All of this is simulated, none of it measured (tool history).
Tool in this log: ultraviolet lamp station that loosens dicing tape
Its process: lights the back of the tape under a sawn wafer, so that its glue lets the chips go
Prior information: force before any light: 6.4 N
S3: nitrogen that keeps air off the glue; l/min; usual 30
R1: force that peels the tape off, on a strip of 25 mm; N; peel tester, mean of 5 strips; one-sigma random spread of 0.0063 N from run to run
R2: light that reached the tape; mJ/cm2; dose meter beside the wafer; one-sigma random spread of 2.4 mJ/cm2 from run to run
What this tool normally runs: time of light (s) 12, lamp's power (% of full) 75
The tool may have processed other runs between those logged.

run 1 hour=0.0 | time_of_light_(s)=12 lamp's_power_(%_of_full)=75 S3=30 | R1=0.193 R2=265
run 2 hour=50.1 | time_of_light_(s)=12 lamp's_power_(%_of_full)=90 S3=30 | R1=0.141 R2=317
run 3 hour=91.3 | time_of_light_(s)=12 lamp's_power_(%_of_full)=90 S3=30 | R1=0.148 R2=313
run 4 hour=120.3 | time_of_light_(s)=10 lamp's_power_(%_of_full)=75 S3=30 | R1=0.275 R2=221
run 5 hour=164.6 | time_of_light_(s)=12 lamp's_power_(%_of_full)=75 S3=30 | R1=0.185 R2=259
run 6 hour=217.2 | time_of_light_(s)=12 lamp's_power_(%_of_full)=75 S3=30 | R1=0.187 R2=261
run 7 hour=250.7 | time_of_light_(s)=12 lamp's_power_(%_of_full)=75 S3=30 | R1=0.192 R2=261
run 8 hour=310.8 | time_of_light_(s)=12 lamp's_power_(%_of_full)=75 S3=30 | R1=0.182 R2=265
run 9 hour=340.6 | time_of_light_(s)=12 lamp's_power_(%_of_full)=75 S3=30 | R1=0.192 R2=265
run 10 hour=366.4 | time_of_light_(s)=12 lamp's_power_(%_of_full)=75 S3=30 | R1=0.180 R2=263
run 11 hour=392.4 | time_of_light_(s)=12 lamp's_power_(%_of_full)=75 S3=30 | R1=0.191 R2=268
run 12 hour=432.9 | time_of_light_(s)=12 lamp's_power_(%_of_full)=75 S3=30 | R1=0.195 R2=262
run 13 hour=480.4 | time_of_light_(s)=12 lamp's_power_(%_of_full)=75 S3=30 | R1=0.188 R2=266
run 14 hour=526.3 | time_of_light_(s)=12 lamp's_power_(%_of_full)=75 S3=30 | R1=0.193 R2=266
run 15 hour=556.1 | time_of_light_(s)=6 lamp's_power_(%_of_full)=75 S3=30 | R1=0.806 R2=131
run 16 hour=610.6 | time_of_light_(s)=12 lamp's_power_(%_of_full)=75 S3=35 | R1=0.164 R2=262
run 17 hour=637.1 | time_of_light_(s)=12 lamp's_power_(%_of_full)=75 S3=35 | R1=0.179 R2=266
run 18 hour=678.3 | time_of_light_(s)=12 lamp's_power_(%_of_full)=75 S3=35 | R1=0.162 R2=264
run 19 hour=727.3 | time_of_light_(s)=12 lamp's_power_(%_of_full)=75 S3=35 | R1=0.166 R2=263
run 20 hour=769.8 | time_of_light_(s)=12 lamp's_power_(%_of_full)=75 S3=35 | R1=0.175 R2=265
run 21 hour=808.8 | time_of_light_(s)=23 lamp's_power_(%_of_full)=75 S3=30 | R1=0.112 R2=504
run 22 hour=851.6 | time_of_light_(s)=12 lamp's_power_(%_of_full)=64 S3=30 | R1=0.260 R2=224
run 23 hour=876.3 | time_of_light_(s)=22 lamp's_power_(%_of_full)=75 S3=9 | R1=0.151 R2=483
run 24 hour=921.7 | time_of_light_(s)=7 lamp's_power_(%_of_full)=83 S3=9 | R1=1.104 R2=170
run 25 hour=952.0 | time_of_light_(s)=7 lamp's_power_(%_of_full)=75 S3=30 | R1=0.576 R2=152
run 26 hour=1006.2 | time_of_light_(s)=7 lamp's_power_(%_of_full)=75 S3=30 | R1=0.576 R2=156
run 27 hour=1053.0 | time_of_light_(s)=21 lamp's_power_(%_of_full)=75 S3=30 | R1=0.120 R2=462
run 28 hour=1096.0 | time_of_light_(s)=23 lamp's_power_(%_of_full)=94 S3=30 | R1=0.119 R2=633
run 29 hour=1144.2 | time_of_light_(s)=23 lamp's_power_(%_of_full)=94 S3=30 | R1=0.116 R2=633
run 30 hour=1177.0 | time_of_light_(s)=8 lamp's_power_(%_of_full)=95 S3=36 | R1=0.237 R2=220
run 31 hour=1213.9 | time_of_light_(s)=8 lamp's_power_(%_of_full)=90 S3=44 | R1=0.232 R2=207
run 32 hour=1254.8 | time_of_light_(s)=16 lamp's_power_(%_of_full)=95 S3=46 | R1=0.119 R2=443
run 33 hour=1303.9 | time_of_light_(s)=16 lamp's_power_(%_of_full)=99 S3=35 | R1=0.118 R2=467
run 34 hour=1338.0 | time_of_light_(s)=16 lamp's_power_(%_of_full)=67 S3=35 | R1=0.141 R2=311
run 35 hour=1394.8 | time_of_light_(s)=17 lamp's_power_(%_of_full)=75 S3=12 | R1=0.191 R2=373
run 36 hour=1447.7 | time_of_light_(s)=8 lamp's_power_(%_of_full)=68 S3=10 | R1=1.190 R2=161
run 37 hour=1481.9 | time_of_light_(s)=10 lamp's_power_(%_of_full)=71 S3=37 | R1=0.259 R2=212
run 38 hour=1526.6 | time_of_light_(s)=10 lamp's_power_(%_of_full)=71 S3=37 | R1=0.266 R2=205
run 39 hour=1566.0 | time_of_light_(s)=10 lamp's_power_(%_of_full)=71 S3=37 | R1=0.274 R2=209
run 40 hour=1613.8 | time_of_light_(s)=9 lamp's_power_(%_of_full)=62 S3=37 | R1=0.451 R2=164
run 41 hour=1673.3 | time_of_light_(s)=21 lamp's_power_(%_of_full)=75 S3=30 | R1=0.113 R2=459
run 42 hour=1733.7 | time_of_light_(s)=12 lamp's_power_(%_of_full)=62 S3=11 | R1=0.614 R2=216

The log once held 4 entries between its listed runs, left out of this copy. Where does each go, and what is different about the tool's unlogged condition between the listed run before it and the listed run after it?
From run 3 to run 4: window cleaned of glue's vapour (hour 98.4)
  lamp's light, % of a new lamp's: 99.7 -> 99.6; light that the window lets through, % of a clean one's: 99.8 -> 100
From run 7 to run 8: lamp changed (hour 297.7)
  lamp's light, % of a new lamp's: 99.6 -> 100; light that the window lets through, % of a clean one's: 100 -> 99.9
From run 19 to run 20: window cleaned of glue's vapour (hour 753.6)
  light that the window lets through, % of a clean one's: 99.8 -> 100
From run 35 to run 36: window cleaned of glue's vapour (hour 1407.3)
  light that the window lets through, % of a clean one's: 99.8 -> 100

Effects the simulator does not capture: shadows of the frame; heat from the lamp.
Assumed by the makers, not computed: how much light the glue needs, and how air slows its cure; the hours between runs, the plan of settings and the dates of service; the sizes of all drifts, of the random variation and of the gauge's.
